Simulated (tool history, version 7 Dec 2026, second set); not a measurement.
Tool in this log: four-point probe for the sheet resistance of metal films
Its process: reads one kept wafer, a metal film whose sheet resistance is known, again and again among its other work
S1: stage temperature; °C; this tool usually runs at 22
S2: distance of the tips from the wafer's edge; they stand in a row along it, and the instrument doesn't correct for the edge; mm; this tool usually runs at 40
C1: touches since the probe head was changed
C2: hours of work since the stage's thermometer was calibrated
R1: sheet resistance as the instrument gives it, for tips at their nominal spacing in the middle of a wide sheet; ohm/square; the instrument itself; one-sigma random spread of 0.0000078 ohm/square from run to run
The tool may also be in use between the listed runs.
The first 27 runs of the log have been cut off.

run 28 hour=473.6 | S1=33 S2=40 | C1=21819 C2=587 | R1=0.038365
run 29 hour=486.3 | S1=20 S2=40 | C1=22234 C2=596 | R1=0.038836
run 30 hour=500 | S1=24 S2=11 | C1=22679 C2=606 | R1=0.038832
run 31 hour=517.4 | S1=24 S2=11 | C1=23246 C2=619 | R1=0.038848
run 32 hour=539.4 | S1=21 S2=15 | C1=23965 C2=635 | R1=0.038874
run 33 hour=554.1 | S1=31 S2=22 | C1=24446 C2=646 | R1=0.038455
run 34 hour=571.6 | S1=34 S2=9 | C1=25018 C2=658 | R1=0.038572
run 35 hour=591.3 | S1=32 S2=3 | C1=25661 C2=673 | R1=0.040537

Expected results for the next run?
run 36 hour=607.3 | S1=19 S2=6 | C1=26181 C2=685 | R1=?

{"run 36": {"R1": 0.039419}}
Without the tool's hidden state the same run would have given R1 0.03942 ohm/square.
